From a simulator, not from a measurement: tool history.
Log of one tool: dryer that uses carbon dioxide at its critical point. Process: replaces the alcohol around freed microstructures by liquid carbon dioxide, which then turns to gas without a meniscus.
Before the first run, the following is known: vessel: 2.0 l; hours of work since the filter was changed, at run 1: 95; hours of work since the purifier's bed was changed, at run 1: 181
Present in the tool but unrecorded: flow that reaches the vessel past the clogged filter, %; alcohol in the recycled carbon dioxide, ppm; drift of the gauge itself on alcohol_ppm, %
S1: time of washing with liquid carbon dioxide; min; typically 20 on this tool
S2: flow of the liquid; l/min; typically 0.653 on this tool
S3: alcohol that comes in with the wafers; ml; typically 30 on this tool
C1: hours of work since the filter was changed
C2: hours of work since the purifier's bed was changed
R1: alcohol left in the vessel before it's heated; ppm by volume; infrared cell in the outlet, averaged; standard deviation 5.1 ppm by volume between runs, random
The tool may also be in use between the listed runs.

{"run": 1, "day": 0.0, "S1": 20, "S2": 0.653, "S3": 30, "C1": 95, "C2": 181, "R1": 173}
{"run": 2, "day": 0.375, "S1": 20, "S2": 0.653, "S3": 30, "C1": 98, "C2": 185, "R1": 166}
{"run": 3, "day": 1.012, "S1": 20, "S2": 0.653, "S3": 30, "C1": 104, "C2": 191, "R1": 176}
{"run": 4, "day": 1.6, "S1": 20, "S2": 0.653, "S3": 30, "C1": 110, "C2": 196, "R1": 181}
{"run": 5, "day": 2.15, "S1": 20, "S2": 0.653, "S3": 66, "C1": 115, "C2": 202, "R1": 297}
{"run": 6, "day": 2.521, "S1": 20, "S2": 0.653, "S3": 27, "C1": 119, "C2": 205, "R1": 180}
{"run": 7, "day": 3.062, "S1": 20, "S2": 0.653, "S3": 30, "C1": 124, "C2": 210, "R1": 184}
{"run": 8, "day": 3.558, "S1": 15, "S2": 0.653, "S3": 30, "C1": 128, "C2": 215, "R1": 432}
{"run": 9, "day": 4.233, "S1": 15, "S2": 0.653, "S3": 30, "C1": 135, "C2": 221, "R1": 446}
{"run": 10, "day": 4.767, "S1": 15, "S2": 0.653, "S3": 30, "C1": 140, "C2": 226, "R1": 464}
{"run": 11, "day": 5.167, "S1": 15, "S2": 0.653, "S3": 30, "C1": 144, "C2": 230, "R1": 469}
{"run": 12, "day": 5.696, "S1": 16, "S2": 0.653, "S3": 30, "C1": 149, "C2": 235, "R1": 384}
{"run": 13, "day": 6.104, "S1": 12, "S2": 1.078, "S3": 65, "C1": 153, "C2": 239, "R1": 339}
{"day": 6.379, "done": "inlet filter changed"}
{"run": 14, "day": 6.658, "S1": 21, "S2": 0.653, "S3": 44, "C1": 3, "C2": 244, "R1": 170}
{"run": 15, "day": 7.221, "S1": 27, "S2": 0.653, "S3": 30, "C1": 8, "C2": 249, "R1": 128}
{"run": 16, "day": 7.612, "S1": 29, "S2": 0.559, "S3": 118, "C1": 12, "C2": 253, "R1": 170}
{"run": 17, "day": 8.154, "S1": 29, "S2": 0.559, "S3": 118, "C1": 17, "C2": 258, "R1": 173}
{"run": 18, "day": 8.738, "S1": 27, "S2": 0.559, "S3": 52, "C1": 22, "C2": 264, "R1": 176}

3 ways to go on from here, each from the tool as it stands after run 18. What would each give?
{"run": "A", "day": 9.05, "S1": 16, "S2": 0.653, "S3": 30, "C1": 25, "C2": 267, "R1": "?"}
{"run": "B", "day": 9.05, "S1": 27, "S2": 0.406, "S3": 52, "C1": 25, "C2": 267, "R1": "?"}
{"run": "C", "day": 9.05, "S1": 29, "S2": 0.671, "S3": 58, "C1": 25, "C2": 267, "R1": "?"}

run=A R1=316
run=B R1=396
run=C R1=128
Without the tool's hidden state the same runs would have given:
run=A R1=178
run=B R1=253
run=C R1=13

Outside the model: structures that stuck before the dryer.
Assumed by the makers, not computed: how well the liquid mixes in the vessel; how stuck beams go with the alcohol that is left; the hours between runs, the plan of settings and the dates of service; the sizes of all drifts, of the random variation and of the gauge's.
